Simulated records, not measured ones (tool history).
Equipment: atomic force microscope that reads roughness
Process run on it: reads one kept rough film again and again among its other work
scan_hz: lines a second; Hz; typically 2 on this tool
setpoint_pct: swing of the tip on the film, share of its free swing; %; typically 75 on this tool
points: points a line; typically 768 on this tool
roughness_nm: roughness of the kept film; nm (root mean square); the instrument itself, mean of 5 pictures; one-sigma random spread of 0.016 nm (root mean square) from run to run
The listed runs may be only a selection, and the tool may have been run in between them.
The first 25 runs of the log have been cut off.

run 26 hour=488.1 | scan_hz=0.62 setpoint_pct=69 points=877 | roughness_nm=3.814
-- hour=499.3 new tip fitted
run 27 hour=500.1 | scan_hz=0.65 setpoint_pct=59 points=284 | roughness_nm=4.216
run 28 hour=515.3 | scan_hz=1.88 setpoint_pct=76 points=768 | roughness_nm=3.852
run 29 hour=534.1 | scan_hz=1.58 setpoint_pct=75 points=768 | roughness_nm=3.881
run 30 hour=557.3 | scan_hz=1.58 setpoint_pct=75 points=768 | roughness_nm=3.839
run 31 hour=572.4 | scan_hz=1.58 setpoint_pct=75 points=768 | roughness_nm=3.753
run 32 hour=596.7 | scan_hz=1.58 setpoint_pct=65 points=1011 | roughness_nm=3.873
run 33 hour=621.4 | scan_hz=1.45 setpoint_pct=64 points=378 | roughness_nm=3.8
run 34 hour=634.4 | scan_hz=0.58 setpoint_pct=86 points=537 | roughness_nm=3.746
-- hour=645.4 new tip fitted
run 35 hour=654.9 | scan_hz=3.45 setpoint_pct=78 points=475 | roughness_nm=3.556
run 36 hour=672.3 | scan_hz=3.45 setpoint_pct=78 points=475 | roughness_nm=3.519
run 37 hour=684.3 | scan_hz=3.45 setpoint_pct=78 points=475 | roughness_nm=3.496
run 38 hour=701.4 | scan_hz=0.58 setpoint_pct=56 points=308 | roughness_nm=4.06

Here are 4 independent what-if runs from the current tool condition. What would each one return?
run A hour=724 | scan_hz=0.85 setpoint_pct=56 points=308 | roughness_nm=?
run B hour=724 | scan_hz=2.5 setpoint_pct=56 points=308 | roughness_nm=?
run C hour=724 | scan_hz=0.56 setpoint_pct=76 points=725 | roughness_nm=?
run D hour=724 | scan_hz=2 setpoint_pct=56 points=482 | roughness_nm=?

run=A roughness_nm=3.982
run=B roughness_nm=3.905
run=C roughness_nm=3.966
run=D roughness_nm=3.944
What these runs would have given with no unlogged condition in the tool:
run=A roughness_nm=4.146
run=B roughness_nm=4.065
run=C roughness_nm=4.129
run=D roughness_nm=4.106

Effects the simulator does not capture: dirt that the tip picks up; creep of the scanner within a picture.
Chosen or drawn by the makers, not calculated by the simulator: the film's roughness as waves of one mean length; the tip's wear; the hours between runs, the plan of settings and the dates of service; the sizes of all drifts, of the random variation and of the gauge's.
